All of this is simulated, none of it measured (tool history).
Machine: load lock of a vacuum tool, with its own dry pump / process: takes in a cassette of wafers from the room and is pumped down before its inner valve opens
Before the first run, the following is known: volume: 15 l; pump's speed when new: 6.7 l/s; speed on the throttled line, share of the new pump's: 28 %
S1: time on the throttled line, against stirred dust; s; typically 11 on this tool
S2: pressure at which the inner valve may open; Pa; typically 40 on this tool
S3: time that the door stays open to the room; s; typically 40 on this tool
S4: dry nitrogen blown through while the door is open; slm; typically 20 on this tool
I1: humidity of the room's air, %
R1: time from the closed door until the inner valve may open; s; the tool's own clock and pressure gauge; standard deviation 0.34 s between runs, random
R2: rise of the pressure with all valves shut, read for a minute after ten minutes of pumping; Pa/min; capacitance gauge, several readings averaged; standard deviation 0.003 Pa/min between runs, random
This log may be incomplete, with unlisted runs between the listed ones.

run 1 hour=0.0 | S1=11 S2=40 S3=40 S4=20 | I1=40.6 | R1=28.5 R2=0.200
run 2 hour=417.9 | S1=11 S2=40 S3=40 S4=7 | I1=44.5 | R1=28.3 R2=0.240
run 3 hour=725.1 | S1=11 S2=66 S3=40 S4=20 | I1=46.8 | R1=27.6 R2=0.220
run 4 hour=1110.4 | S1=11 S2=66 S3=40 S4=20 | I1=49.4 | R1=27.5 R2=0.229
run 5 hour=1466.0 | S1=11 S2=66 S3=40 S4=20 | I1=45.1 | R1=27.3 R2=0.235
run 6 hour=1814.8 | S1=11 S2=66 S3=40 S4=13 | I1=44.9 | R1=28.4 R2=0.246
run 7 hour=2155.3 | S1=11 S2=40 S3=104 S4=20 | I1=43.1 | R1=29.2 R2=0.261
run 8 hour=2471.7 | S1=11 S2=40 S3=40 S4=20 | I1=43.5 | R1=29.0 R2=0.254
run 9 hour=2943.2 | S1=11 S2=40 S3=40 S4=20 | I1=42.3 | R1=30.0 R2=0.258
run 10 hour=3359.4 | S1=11 S2=40 S3=40 S4=20 | I1=42.4 | R1=29.5 R2=0.276
run 11 hour=3825.6 | S1=11 S2=40 S3=40 S4=20 | I1=47.6 | R1=30.6 R2=0.284
run 12 hour=4145.9 | S1=11 S2=40 S3=125 S4=4 | I1=45.2 | R1=31.0 R2=0.372

The next listed run, before its measurement:
run 13 hour=4465.3 | S1=11 S2=40 S3=125 S4=4 | I1=45.2 | R1=? R2=?

{"run 13": {"R1": 30.3, "R2": 0.39}}
Minus the tool's unlogged condition, the same run would have read R1 25.3 s, R2 0.124 Pa/min.

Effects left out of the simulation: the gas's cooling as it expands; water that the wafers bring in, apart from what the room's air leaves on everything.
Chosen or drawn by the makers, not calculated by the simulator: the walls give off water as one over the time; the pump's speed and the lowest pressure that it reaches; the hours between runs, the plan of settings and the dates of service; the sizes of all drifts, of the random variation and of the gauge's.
